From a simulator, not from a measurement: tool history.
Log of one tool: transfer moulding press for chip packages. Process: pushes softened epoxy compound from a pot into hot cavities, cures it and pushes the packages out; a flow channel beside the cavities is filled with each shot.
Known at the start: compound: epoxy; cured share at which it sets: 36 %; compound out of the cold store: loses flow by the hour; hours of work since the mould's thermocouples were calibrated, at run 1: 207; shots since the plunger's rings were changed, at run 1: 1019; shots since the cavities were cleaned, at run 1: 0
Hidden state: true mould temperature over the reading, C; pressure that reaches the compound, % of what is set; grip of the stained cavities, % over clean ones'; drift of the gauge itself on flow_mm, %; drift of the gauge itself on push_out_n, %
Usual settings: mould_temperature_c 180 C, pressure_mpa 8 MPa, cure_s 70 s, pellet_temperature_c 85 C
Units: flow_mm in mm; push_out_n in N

| run | day | mould_temperature_c | pressure_mpa | cure_s | pellet_temperature_c | hours of work since the mould's thermocouples were calibrated | shots since the plunger's rings were changed | shots since the cavities were cleaned | incoming compound's hours out of the cold store | flow_mm | push_out_n |
|---|---|---|---|---|---|---|---|---|---|---|---|
| 1 | 0 | 180 | 8 | 70 | 85 | 207 | 1019 | 0 | 29.4 | 531 | 509 |
| 2 | 0.338 | 180 | 8 | 70 | 85 | 211 | 1118 | 99 | 37 | 514 | 504 |
| 3 | 1.021 | 180 | 8 | 70 | 83 | 218 | 1319 | 300 | 16.7 | 557 | 539 |
| 4 | 1.662 | 180 | 8 | 70 | 83 | 225 | 1508 | 489 | 13.7 | 564 | 553 |
| 5 | 2.171 | 180 | 8 | 70 | 83 | 231 | 1658 | 639 | 21 | 547 | 537 |
|  | 2.662 | cavities cleaned with cleaning compound and waxed |
| 6 | 2.942 | 183 | 8 | 70 | 85 | 239 | 1867 | 83 | 15.1 | 555 | 458 |
| 7 | 3.358 | 183 | 8 | 70 | 85 | 243 | 1990 | 206 | 24.9 | 531 | 448 |
| 8 | 3.892 | 183 | 8 | 70 | 85 | 249 | 2147 | 363 | 29.1 | 523 | 435 |
| 9 | 4.375 | 180 | 8 | 70 | 85 | 255 | 2289 | 505 | 46.7 | 493 | 496 |
| 10 | 5.108 | 180 | 8 | 70 | 85 | 263 | 2505 | 721 | 38.6 | 510 | 518 |
|  | 5.321 | cavities cleaned with cleaning compound and waxed |
| 11 | 5.562 | 180 | 8 | 70 | 85 | 267 | 2621 | 71 | 8.1 | 578 | 524 |
|  | 6.038 | plunger's sealing rings changed |
| 12 | 6.121 | 180 | 8 | 70 | 85 | 272 | 24 | 204 | 21.6 | 547 | 516 |
| 13 | 6.821 | 180 | 8 | 70 | 85 | 280 | 231 | 411 | 31.2 | 525 | 510 |
| 14 | 7.567 | 180 | 8 | 70 | 85 | 288 | 451 | 631 | 35.1 | 516 | 492 |
|  | 8.042 | cavities cleaned with cleaning compound and waxed |
| 15 | 8.379 | 180 | 8 | 70 | 83 | 296 | 672 | 99 | 45.7 | 496 | 489 |
| 16 | 8.9 | 180 | 8 | 70 | 83 | 302 | 825 | 252 | 19.1 | 553 | 527 |
| 17 | 9.554 | 185 | 8.65 | 70 | 83 | 309 | 1017 | 444 | 41.1 | 514 | 442 |
| 18 | 10.058 | 180 | 8 | 70 | 85 | 315 | 1166 | 593 | 22.4 | 545 | 519 |
| 19 | 10.592 | 185 | 8 | 70 | 85 | 321 | 1323 | 750 | 10.8 | 556 | 445 |
|  | 10.7 | cavities cleaned with cleaning compound and waxed |
| 20 | 11.171 | 183 | 6.56 | 73 | 85 | 326 | 1476 | 139 | 38.6 | 454 | 446 |
| 21 | 11.808 | 183 | 6.56 | 73 | 85 | 333 | 1664 | 327 | 36.4 | 461 | 455 |
| 22 | 12.429 | 180 | 8 | 70 | 92 | 340 | 1846 | 509 | 12.1 | 567 | 506 |
| 23 | 12.929 | 180 | 8 | 70 | 92 | 346 | 1994 | 657 | 35.3 | 515 | 496 |
|  | 13.367 | cavities cleaned with cleaning compound and waxed |
| 24 | 13.579 | 180 | 8 | 70 | 92 | 352 | 2166 | 62 | 36.4 | 513 | 522 |
| 25 | 14.004 | 183 | 6.88 | 58 | 86 | 357 | 2291 | 187 | 12.5 | 519 | 667 |

Forecast run 26:
| 26 | 14.467 | 183 | 6.88 | 58 | 86 | 362 | 2427 | 323 | 30.7 | ? | ? |

{"run 26": {"flow_mm": 482, "push_out_n": 625}}
Without the tool's hidden state the same run would have given flow_mm 482 mm, push_out_n 621 N.
